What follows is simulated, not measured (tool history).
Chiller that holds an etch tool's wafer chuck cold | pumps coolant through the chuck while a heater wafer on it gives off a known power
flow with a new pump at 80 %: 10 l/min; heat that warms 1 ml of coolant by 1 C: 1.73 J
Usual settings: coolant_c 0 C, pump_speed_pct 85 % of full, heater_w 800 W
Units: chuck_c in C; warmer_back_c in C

Run 1, hour 0: usual settings. Result: chuck_c 9.3 C, warmer_back_c 2.69 C.
Run 2, hour 153.5: usual settings. Result: chuck_c 9.4 C, warmer_back_c 2.72 C.
Run 3, hour 375.8: usual settings. Result: chuck_c 9.6 C, warmer_back_c 2.76 C.
Run 4, hour 506.2: usual settings. Result: chuck_c 9.6 C, warmer_back_c 2.72 C.
Run 5, hour 650.7: usual settings. Result: chuck_c 9.7 C, warmer_back_c 2.75 C.
Run 6, hour 803.1: usual settings. Result: chuck_c 9.6 C, warmer_back_c 2.71 C.
Run 7, hour 942.2: usual settings. Result: chuck_c 9.7 C, warmer_back_c 2.78 C.
Run 8, hour 1143.2: usual settings but coolant_c -6 C. Result: chuck_c 3.8 C, warmer_back_c 2.79 C.
Run 9, hour 1255.8: usual settings but coolant_c -6 C. Result: chuck_c 3.7 C, warmer_back_c 2.82 C.
Run 10, hour 1423.2: usual settings but coolant_c -6 C. Result: chuck_c 4 C, warmer_back_c 2.75 C.
Run 11, hour 1581.4: usual settings but coolant_c -6 C. Result: chuck_c 4.1 C, warmer_back_c 2.79 C.
Run 12, hour 1776.6: usual settings. Result: chuck_c 10.2 C, warmer_back_c 2.76 C.
Run 13, hour 1988.3: usual settings. Result: chuck_c 10.1 C, warmer_back_c 2.8 C.
Run 14, hour 2208.4: usual settings but heater_w 540 W. Result: chuck_c 6.4 C, warmer_back_c 1.9 C.
Run 15, hour 2320.2: usual settings but heater_w 540 W. Result: chuck_c 6.5 C, warmer_back_c 1.91 C.
Run 16, hour 2489.5: usual settings but heater_w 540 W. Result: chuck_c 6.6 C, warmer_back_c 1.91 C.
Run 17, hour 2690.7: usual settings but heater_w 540 W. Result: chuck_c 6.6 C, warmer_back_c 1.89 C.
Run 18, hour 2789.2: usual settings but coolant_c -3 C, pump_speed_pct 72 % of full, heater_w 500 W. Result: chuck_c 3.9 C, warmer_back_c 2.13 C.
Run 19, hour 2970.7: usual settings. Result: chuck_c 9.6 C, warmer_back_c 2.89 C.
Run 20, hour 3079.3: usual settings but coolant_c 7 C, pump_speed_pct 62 % of full, heater_w 596 W. Result: chuck_c 15.8 C, warmer_back_c 2.9 C.
Run 21, hour 3279.4: usual settings but coolant_c -1 C, pump_speed_pct 63 % of full. Result: chuck_c 10.8 C, warmer_back_c 3.84 C.
Run 22, hour 3424.9: usual settings but coolant_c 3 C, pump_speed_pct 91 % of full. Result: chuck_c 12.6 C, warmer_back_c 2.66 C.
Run 23, hour 3594.7: usual settings but coolant_c -5 C, pump_speed_pct 91 % of full, heater_w 490 W. Result: chuck_c 1.1 C, warmer_back_c 1.62 C.
Run 24, hour 3748.2: usual settings but coolant_c -5 C, pump_speed_pct 91 % of full, heater_w 490 W. Result: chuck_c 1.1 C, warmer_back_c 1.69 C.
Run 25, hour 3959.8: usual settings but pump_speed_pct 89 % of full, heater_w 676 W. Result: chuck_c 8.7 C, warmer_back_c 2.32 C.
Run 26, hour 4101.3: usual settings but pump_speed_pct 89 % of full, heater_w 676 W. Result: chuck_c 8.6 C, warmer_back_c 2.37 C.
Run 27, hour 4229: usual settings but pump_speed_pct 89 % of full, heater_w 676 W. Result: chuck_c 8.8 C, warmer_back_c 2.32 C.
Run 28, hour 4346.7: usual settings but pump_speed_pct 89 % of full, heater_w 676 W. Result: chuck_c 8.7 C, warmer_back_c 2.32 C.
Run 29, hour 4454.4: usual settings but pump_speed_pct 89 % of full, heater_w 676 W. Result: chuck_c 8 C, warmer_back_c 2.4 C.
Run 30, hour 4666: usual settings but coolant_c -4 C, pump_speed_pct 80 % of full, heater_w 461 W. Result: chuck_c 1.9 C, warmer_back_c 1.83 C.
Run 31, hour 4788: usual settings but coolant_c -4 C, pump_speed_pct 80 % of full, heater_w 461 W. Result: chuck_c 2 C, warmer_back_c 1.78 C.
Run 32, hour 4984.5: usual settings but coolant_c -4 C, pump_speed_pct 77 % of full, heater_w 461 W. Result: chuck_c 2.1 C, warmer_back_c 1.86 C.
Run 33, hour 5138.5: usual settings but coolant_c -4 C, pump_speed_pct 77 % of full, heater_w 515 W. Result: chuck_c 2.7 C, warmer_back_c 2.12 C.

Taken out of this log: 2 entries between the listed runs. Where each belongs, and how the hidden state differs across it:
Between runs 13 and 14: chiller's thermometer calibrated (hour 2008.9)
  heat passed by the chuck's channels, % of clean ones': 94.5 -> 94.1; flow at a given pump speed, % of a new pump's: 93.4 -> 93; coolant's true temperature over the reading, C: 0.68 -> 0
  measured less the result without the state, chuck_c: +1.4 -> +0.5 C; warmer_back_c: +0.19 -> +0.13 C
Between runs 28 and 29: coolant changed, channels flushed (hour 4405.9)
  heat passed by the chuck's channels, % of clean ones': 89.8 -> 99.4; flow at a given pump speed, % of a new pump's: 89.3 -> 89.1; coolant's true temperature over the reading, C: 0.34 -> 0.35
  measured less the result without the state, chuck_c: +1.5 -> +0.9 C; warmer_back_c: +0.25 -> +0.26 C
